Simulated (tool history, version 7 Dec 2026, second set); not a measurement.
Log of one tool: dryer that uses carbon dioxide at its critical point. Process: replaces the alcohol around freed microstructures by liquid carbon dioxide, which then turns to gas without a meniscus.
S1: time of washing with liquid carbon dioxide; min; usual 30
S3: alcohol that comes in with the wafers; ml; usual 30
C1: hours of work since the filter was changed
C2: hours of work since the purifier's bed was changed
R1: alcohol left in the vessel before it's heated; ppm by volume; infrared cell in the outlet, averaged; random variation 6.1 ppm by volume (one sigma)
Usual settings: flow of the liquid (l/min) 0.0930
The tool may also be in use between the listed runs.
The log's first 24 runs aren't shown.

{"run": 25, "hour": 841.4, "S1": 38, "flow of the liquid (l/min)": 0.093, "S3": 62, "C1": 241, "C2": 154, "R1": 307}
{"hour": 845.1, "done": "inlet filter changed"}
{"run": 26, "hour": 881.0, "S1": 38, "flow of the liquid (l/min)": 0.093, "S3": 62, "C1": 24, "C2": 180, "R1": 159}
{"run": 27, "hour": 911.3, "S1": 19, "flow of the liquid (l/min)": 0.093, "S3": 95, "C1": 44, "C2": 200, "R1": 6178}
{"run": 28, "hour": 946.5, "S1": 19, "flow of the liquid (l/min)": 0.1275, "S3": 50, "C1": 67, "C2": 223, "R1": 1101}
{"run": 29, "hour": 980.9, "S1": 41, "flow of the liquid (l/min)": 0.1275, "S3": 48, "C1": 90, "C2": 246, "R1": 49}
{"run": 30, "hour": 1012.3, "S1": 34, "flow of the liquid (l/min)": 0.0865, "S3": 45, "C1": 111, "C2": 267, "R1": 430}
{"run": 31, "hour": 1042.8, "S1": 39, "flow of the liquid (l/min)": 0.1049, "S3": 81, "C1": 131, "C2": 287, "R1": 149}
{"run": 32, "hour": 1093.7, "S1": 47, "flow of the liquid (l/min)": 0.0993, "S3": 77, "C1": 165, "C2": 321, "R1": 100}
{"run": 33, "hour": 1147.3, "S1": 39, "flow of the liquid (l/min)": 0.093, "S3": 21, "C1": 200, "C2": 356, "R1": 143}
{"run": 34, "hour": 1200.0, "S1": 30, "flow of the liquid (l/min)": 0.0612, "S3": 31, "C1": 235, "C2": 391, "R1": 2529}
{"hour": 1212.5, "done": "inlet filter changed"}
{"run": 35, "hour": 1249.3, "S1": 30, "flow of the liquid (l/min)": 0.0612, "S3": 31, "C1": 24, "C2": 423, "R1": 1642}
{"run": 36, "hour": 1277.2, "S1": 20, "flow of the liquid (l/min)": 0.093, "S3": 30, "C1": 43, "C2": 442, "R1": 1724}
{"run": 37, "hour": 1317.3, "S1": 20, "flow of the liquid (l/min)": 0.093, "S3": 30, "C1": 69, "C2": 468, "R1": 1856}
{"run": 38, "hour": 1364.0, "S1": 43, "flow of the liquid (l/min)": 0.1052, "S3": 67, "C1": 100, "C2": 499, "R1": 112}
{"run": 39, "hour": 1410.8, "S1": 24, "flow of the liquid (l/min)": 0.0598, "S3": 105, "C1": 132, "C2": 530, "R1": 14210}
{"run": 40, "hour": 1445.9, "S1": 27, "flow of the liquid (l/min)": 0.093, "S3": 75, "C1": 155, "C2": 554, "R1": 1635}
{"run": 41, "hour": 1494.1, "S1": 30, "flow of the liquid (l/min)": 0.104, "S3": 27, "C1": 187, "C2": 586, "R1": 318}
{"run": 42, "hour": 1522.0, "S1": 30, "flow of the liquid (l/min)": 0.104, "S3": 27, "C1": 205, "C2": 604, "R1": 339}
{"run": 43, "hour": 1565.3, "S1": 30, "flow of the liquid (l/min)": 0.104, "S3": 27, "C1": 234, "C2": 633, "R1": 367}
{"hour": 1582.1, "done": "inlet filter changed"}
{"run": 44, "hour": 1608.1, "S1": 30, "flow of the liquid (l/min)": 0.104, "S3": 27, "C1": 17, "C2": 661, "R1": 239}
{"run": 45, "hour": 1645.1, "S1": 30, "flow of the liquid (l/min)": 0.104, "S3": 27, "C1": 42, "C2": 685, "R1": 249}

3 ways to go on from here, each from the tool as it stands after run 45. What would each give?
{"run": "A", "hour": 1679.3, "S1": 30, "flow of the liquid (l/min)": 0.1453, "S3": 35, "C1": 64, "C2": 708, "R1": "?"}
{"run": "B", "hour": 1679.3, "S1": 39, "flow of the liquid (l/min)": 0.064, "S3": 48, "C1": 64, "C2": 708, "R1": "?"}
{"run": "C", "hour": 1679.3, "S1": 40, "flow of the liquid (l/min)": 0.1466, "S3": 39, "C1": 64, "C2": 708, "R1": "?"}

run=A R1=147
run=B R1=885
run=C R1=123
Without the tool's hidden state the same runs would have given:
run=A R1=16
run=B R1=629
run=C R1=1
